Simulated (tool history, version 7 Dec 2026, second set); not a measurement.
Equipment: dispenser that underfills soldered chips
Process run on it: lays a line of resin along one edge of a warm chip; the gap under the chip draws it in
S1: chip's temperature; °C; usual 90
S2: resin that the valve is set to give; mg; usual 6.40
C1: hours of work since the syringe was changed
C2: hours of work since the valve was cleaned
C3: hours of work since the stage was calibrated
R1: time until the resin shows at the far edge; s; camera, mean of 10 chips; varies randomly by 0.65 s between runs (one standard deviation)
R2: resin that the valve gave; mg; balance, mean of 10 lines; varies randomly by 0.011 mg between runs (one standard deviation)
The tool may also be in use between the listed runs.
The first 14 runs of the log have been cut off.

At hour 79.1: new syringe of resin.
Run 15, hour 79.5: usual settings but S2 7.67 mg; C1 0; C2 12; C3 131. Result: R1 60.6 s, R2 7.60 mg.
Run 16, hour 85.4: usual settings but S2 7.67 mg; C1 4; C2 16; C3 135. Result: R1 73.0 s, R2 7.58 mg.
At hour 87.7: new syringe of resin.
Run 17, hour 92.5: usual settings but S2 5.85 mg; C1 3; C2 20; C3 140. Result: R1 70.6 s, R2 5.77 mg.
Run 18, hour 95.9: usual settings but S2 5.85 mg; C1 5; C2 22; C3 142. Result: R1 80.6 s, R2 5.77 mg.
At hour 96.6: new syringe of resin.
Run 19, hour 101.4: usual settings but S2 5.85 mg; C1 3; C2 26; C3 145. Result: R1 70.9 s, R2 5.75 mg.
At hour 105.6: new syringe of resin.
Run 20, hour 106.1: usual settings but S2 5.85 mg; C1 0; C2 29; C3 148. Result: R1 61.4 s, R2 5.75 mg.
Run 21, hour 109.1: usual settings but S2 8.13 mg; C1 2; C2 31; C3 150. Result: R1 65.9 s, R2 7.98 mg.
Run 22, hour 112.3: usual settings but S1 93 °C, S2 5.61 mg; C1 4; C2 33; C3 152. Result: R1 67.3 s, R2 5.51 mg.
At hour 114.4: new syringe of resin.
Run 23, hour 118.4: usual settings but S1 87 °C, S2 5.69 mg; C1 3; C2 37; C3 156. Result: R1 78.9 s, R2 5.56 mg.
At hour 122.9: new syringe of resin.
Run 24, hour 124.1: usual settings but S1 104 °C, S2 7.72 mg; C1 1; C2 40; C3 160. Result: R1 38.6 s, R2 7.54 mg.
Run 25, hour 127.0: usual settings but S1 104 °C, S2 7.72 mg; C1 3; C2 42; C3 162. Result: R1 42.9 s, R2 7.55 mg.
At hour 131.5: dispensing valve cleaned and set on the balance.
Run 26, hour 132.1: usual settings but S1 104 °C, S2 7.72 mg; C1 5; C2 0; C3 165. Result: R1 48.4 s, R2 7.72 mg.
At hour 132.8: new syringe of resin.
Run 27, hour 137.8: usual settings but S1 103 °C, S2 5.63 mg; C1 3; C2 4; C3 168. Result: R1 45.2 s, R2 5.62 mg.
Run 28, hour 140.7: usual settings but S1 87 °C, S2 5.98 mg; C1 5; C2 6; C3 170. Result: R1 86.2 s, R2 5.96 mg.
At hour 141.5: new syringe of resin.
Run 29, hour 144.3: usual settings but S2 6.30 mg; C1 2; C2 8; C3 172. Result: R1 66.5 s, R2 6.28 mg.
At hour 150.1: new syringe of resin.
Run 30, hour 150.1: usual settings but S1 75 °C; C1 0; C2 12; C3 176. Result: R1 99.0 s, R2 6.38 mg.
Run 31, hour 156.3: usual settings but S1 75 °C; C1 4; C2 16; C3 180. Result: R1 121.4 s, R2 6.34 mg.
At hour 159.0: new syringe of resin.
Run 32, hour 162.2: usual settings but S2 6.12 mg; C1 2; C2 20; C3 184. Result: R1 67.5 s, R2 6.04 mg.
Run 33, hour 165.4: usual settings but S2 6.12 mg; C1 4; C2 22; C3 186. Result: R1 73.5 s, R2 6.02 mg.
At hour 167.6: new syringe of resin.
Run 34, hour 168.8: usual settings but S1 79 °C, S2 5.42 mg; C1 1; C2 24; C3 188. Result: R1 94.6 s, R2 5.34 mg.
Run 35, hour 173.5: usual settings but S1 78 °C, S2 7.28 mg; C1 4; C2 27; C3 191. Result: R1 110.5 s, R2 7.17 mg.

3 options for the next run, each taken on its own from the tool as it stands now. Forecast them:
At hour 176.2: new syringe of resin.
Run A, hour 180.1: usual settings but S1 97 °C, S2 6.16 mg; C1 3; C2 31; C3 195. Result: R1 ?, R2 ?.
At hour 176.2: new syringe of resin.
Run B, hour 180.1: usual settings but S1 98 °C, S2 7.03 mg; C1 3; C2 31; C3 195. Result: R1 ?, R2 ?.
At hour 176.2: new syringe of resin.
Run C, hour 180.1: usual settings but S1 79 °C, S2 5.67 mg; C1 3; C2 31; C3 195. Result: R1 ?, R2 ?.

run     R1    R2
  A   52.9  6.06
  B   52.0  6.91
  C  102.5  5.58
With the hidden condition removed and each run's random variation left untouched, the same runs would have given:
run    R1    R2
  A  45.6  6.16
  B  44.9  7.03
  C  88.0  5.68
